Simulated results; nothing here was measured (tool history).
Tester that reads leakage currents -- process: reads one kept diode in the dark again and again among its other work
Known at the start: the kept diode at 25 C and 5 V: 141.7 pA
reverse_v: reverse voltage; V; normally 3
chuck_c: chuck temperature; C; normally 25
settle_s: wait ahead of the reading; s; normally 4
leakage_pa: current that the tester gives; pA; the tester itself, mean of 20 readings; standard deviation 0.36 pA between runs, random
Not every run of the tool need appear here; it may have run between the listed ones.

{"run": 1, "hour": 0.0, "reverse_v": 3, "chuck_c": 25, "settle_s": 4, "leakage_pa": 118.87}
{"run": 2, "hour": 84.0, "reverse_v": 3, "chuck_c": 25, "settle_s": 4, "leakage_pa": 118.83}
{"run": 3, "hour": 119.5, "reverse_v": 3, "chuck_c": 25, "settle_s": 4, "leakage_pa": 118.11}
{"run": 4, "hour": 155.8, "reverse_v": 3, "chuck_c": 25, "settle_s": 1.4, "leakage_pa": 118.75}
{"run": 5, "hour": 206.8, "reverse_v": 3, "chuck_c": 25, "settle_s": 1.4, "leakage_pa": 118.54}
{"run": 6, "hour": 267.6, "reverse_v": 3, "chuck_c": 25, "settle_s": 1.4, "leakage_pa": 118.98}
{"run": 7, "hour": 311.9, "reverse_v": 3, "chuck_c": 25, "settle_s": 0.79, "leakage_pa": 119.85}
{"run": 8, "hour": 379.1, "reverse_v": 3, "chuck_c": 25, "settle_s": 0.79, "leakage_pa": 119.45}
{"run": 9, "hour": 444.0, "reverse_v": 17.19, "chuck_c": 45, "settle_s": 0.3, "leakage_pa": 1063.51}
{"run": 10, "hour": 517.1, "reverse_v": 2.18, "chuck_c": 34, "settle_s": 1.44, "leakage_pa": 204.35}
{"run": 11, "hour": 591.2, "reverse_v": 13.54, "chuck_c": 24, "settle_s": 1.02, "leakage_pa": 186.81}
{"run": 12, "hour": 649.5, "reverse_v": 4.54, "chuck_c": 28, "settle_s": 1.26, "leakage_pa": 167.39}
{"run": 13, "hour": 721.6, "reverse_v": 1.68, "chuck_c": 33, "settle_s": 7.04, "leakage_pa": 170.57}
{"run": 14, "hour": 806.6, "reverse_v": 8.01, "chuck_c": 33, "settle_s": 0.37, "leakage_pa": 313.59}
{"run": 15, "hour": 882.3, "reverse_v": 8.16, "chuck_c": 25, "settle_s": 1.3, "leakage_pa": 166.1}
{"run": 16, "hour": 951.6, "reverse_v": 2.54, "chuck_c": 56, "settle_s": 0.67, "leakage_pa": 1056.81}

Not shown here: 1 entry made in the log between runs. Locate each between two listed runs and compare the hidden state at the listed run before it with the hidden state at the listed run after it:
Logged between run 9 and run 10: probe card cleaned and baked (hour 494.7)
  stray current of the dirty probe card, pA a volt: 2.122 -> 0.04; current scale over the true one, %: -0.82 -> -0.84; true chuck temperature over the reading, C: -0.45 -> -0.46
  measured less the result without the state, leakage_pa: -5.86 -> -9.21 pA
